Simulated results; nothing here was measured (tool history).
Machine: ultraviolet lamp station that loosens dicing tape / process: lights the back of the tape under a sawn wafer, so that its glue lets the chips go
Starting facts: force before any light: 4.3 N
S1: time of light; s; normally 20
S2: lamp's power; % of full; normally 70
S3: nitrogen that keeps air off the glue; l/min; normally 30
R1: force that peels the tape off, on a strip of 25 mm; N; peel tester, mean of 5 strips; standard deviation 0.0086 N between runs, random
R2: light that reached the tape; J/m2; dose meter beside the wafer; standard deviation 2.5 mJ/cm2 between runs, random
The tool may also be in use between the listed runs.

run 1 hour=0.0 | S1=20 S2=70 S3=30 | R1=0.734 R2=2080
run 2 hour=20.9 | S1=20 S2=70 S3=30 | R1=0.724 R2=2110
run 3 hour=58.8 | S1=20 S2=70 S3=15 | R1=1.128 R2=2040
run 4 hour=76.8 | S1=20 S2=70 S3=15 | R1=1.185 R2=2010
run 5 hour=101.9 | S1=20 S2=79 S3=30 | R1=0.658 R2=2220
run 6 hour=117.9 | S1=20 S2=70 S3=30 | R1=0.806 R2=1900
run 7 hour=148.0 | S1=20 S2=72 S3=30 | R1=0.819 R2=1910
run 8 hour=167.8 | S1=20 S2=70 S3=22 | R1=1.040 R2=1890
run 9 hour=200.3 | S1=20 S2=70 S3=22 | R1=1.026 R2=1820
run 10 hour=216.6 | S1=20 S2=70 S3=30 | R1=0.932 R2=1860
run 11 hour=247.7 | S1=20 S2=70 S3=30 | R1=0.432 R2=2870
run 12 hour=275.0 | S1=20 S2=73 S3=30 | R1=0.398 R2=2960
run 13 hour=296.7 | S1=20 S2=73 S3=30 | R1=0.401 R2=2910
run 14 hour=330.7 | S1=20 S2=73 S3=30 | R1=0.426 R2=2890
run 15 hour=355.4 | S1=20 S2=73 S3=30 | R1=0.413 R2=2830
run 16 hour=386.7 | S1=20 S2=73 S3=30 | R1=0.437 R2=2760
run 17 hour=409.7 | S1=20 S2=63 S3=30 | R1=0.598 R2=2410
run 18 hour=431.7 | S1=20 S2=70 S3=30 | R1=0.506 R2=2630
run 19 hour=468.4 | S1=20 S2=70 S3=30 | R1=0.518 R2=2540
run 20 hour=496.1 | S1=20 S2=70 S3=30 | R1=0.561 R2=2580
run 21 hour=529.0 | S1=20 S2=70 S3=30 | R1=0.569 R2=2470
run 22 hour=553.4 | S1=10 S2=84 S3=13 | R1=1.770 R2=1450
run 23 hour=583.4 | S1=21 S2=64 S3=30 | R1=0.639 R2=2280
run 24 hour=610.5 | S1=21 S2=79 S3=30 | R1=0.449 R2=2750
run 25 hour=633.8 | S1=20 S2=70 S3=19 | R1=0.810 R2=2310
run 26 hour=669.7 | S1=32 S2=64 S3=19 | R1=0.452 R2=3310
run 27 hour=685.2 | S1=38 S2=70 S3=18 | R1=0.292 R2=4260
run 28 hour=715.6 | S1=25 S2=86 S3=30 | R1=0.309 R2=3360
run 29 hour=745.2 | S1=22 S2=70 S3=24 | R1=0.693 R2=2370
run 30 hour=777.8 | S1=35 S2=65 S3=24 | R1=0.237 R2=4140
run 31 hour=810.2 | S1=11 S2=95 S3=32 | R1=0.853 R2=1860
run 32 hour=834.0 | S1=32 S2=89 S3=17 | R1=0.224 R2=5010
run 33 hour=872.2 | S1=14 S2=79 S3=56 | R1=0.632 R2=1880
run 34 hour=903.5 | S1=13 S2=80 S3=56 | R1=0.707 R2=1740
run 35 hour=938.1 | S1=14 S2=68 S3=45 | R1=0.924 R2=1550
run 36 hour=969.5 | S1=14 S2=68 S3=45 | R1=0.966 R2=1540
run 37 hour=1002.8 | S1=14 S2=68 S3=45 | R1=1.000 R2=1560
run 38 hour=1032.0 | S1=20 S2=98 S3=30 | R1=0.369 R2=3060
run 39 hour=1048.2 | S1=20 S2=98 S3=30 | R1=0.379 R2=3030
run 40 hour=1063.9 | S1=12 S2=98 S3=30 | R1=0.941 R2=1760
run 41 hour=1079.5 | S1=39 S2=85 S3=46 | R1=0.131 R2=4980
run 42 hour=1116.8 | S1=12 S2=64 S3=30 | R1=1.592 R2=1160

Taken out of this log: 2 entries between the listed runs. Where each belongs, and how the hidden state differs across it:
From run 10 to run 11: lamp changed (hour 239.0)
  lamp's light, % of a new lamp's: 62.1 -> 99.4; light that the window lets through, % of a clean one's: 93.3 -> 92.7
  what was measured, less what the result would be without the hidden state, R1: +0.577 -> +0.063 N; R2: -1340 -> -240 J/m2
From run 29 to run 30: window cleaned of glue's vapour (hour 774.3)
  lamp's light, % of a new lamp's: 82.5 -> 81.3; light that the window lets through, % of a clean one's: 83.8 -> 99.8
  what was measured, less what the result would be without the hidden state, R1: +0.348 -> +0.074 N; R2: -1070 -> -960 J/m2
